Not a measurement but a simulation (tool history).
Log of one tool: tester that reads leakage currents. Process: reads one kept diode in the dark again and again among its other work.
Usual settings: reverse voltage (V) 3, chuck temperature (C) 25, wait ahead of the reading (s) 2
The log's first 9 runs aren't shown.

run,hour,reverse voltage (V),chuck temperature (C),wait ahead of the reading (s),hours of work since the probe card was cleaned,hours of work since the tester was calibrated,hours of work since the chuck was calibrated,current that the tester gives (pA)
10,1263.2,3,25,1.86,1351,1774,147,81.09
11,1424.9,3,25,1.86,1466,1889,262,82.34
# hour 1439.6: probe card cleaned and baked
12,1626.5,4.26,25,1.86,132,2030,402,84.59
13,1779.6,4.26,25,1.86,241,2138,511,85.27
14,1899.6,4.26,25,1.86,326,2223,596,85.59
15,2088.6,3,25,2,460,2357,730,77.4
16,2238.7,3,25,2,567,2464,836,77.68
17,2410.2,3,25,2,688,2585,958,79.36
18,2529.2,3,25,2,773,2670,1042,79.64
19,2682.2,3,25,2,881,2778,1151,81.03
# hour 2772.1: tester calibrated
20,2866,13.34,25,2,1010,67,1280,146.27
21,3013.9,13.34,25,2,1115,171,1385,149.65
22,3150.2,13.34,25,2,1211,268,1481,152.03
23,3322.3,13.34,25,2,1334,390,1603,155.41
24,3494.4,13.34,25,2,1456,512,1725,158.97
# hour 3522: probe card cleaned and baked
25,3649.2,2.24,25,1.05,90,620,1833,71.18
26,3749.5,3,25,2.5,161,691,1904,78.43
27,3850,15.62,25,0.61,233,762,1975,140.36

Forecast run 28:
28,4037,15.62,25,0.61,365,895,2108,?

current that the tester gives (pA): 143.96
Without the tool's hidden state the same run would have given current that the tester gives (pA) 128.46.
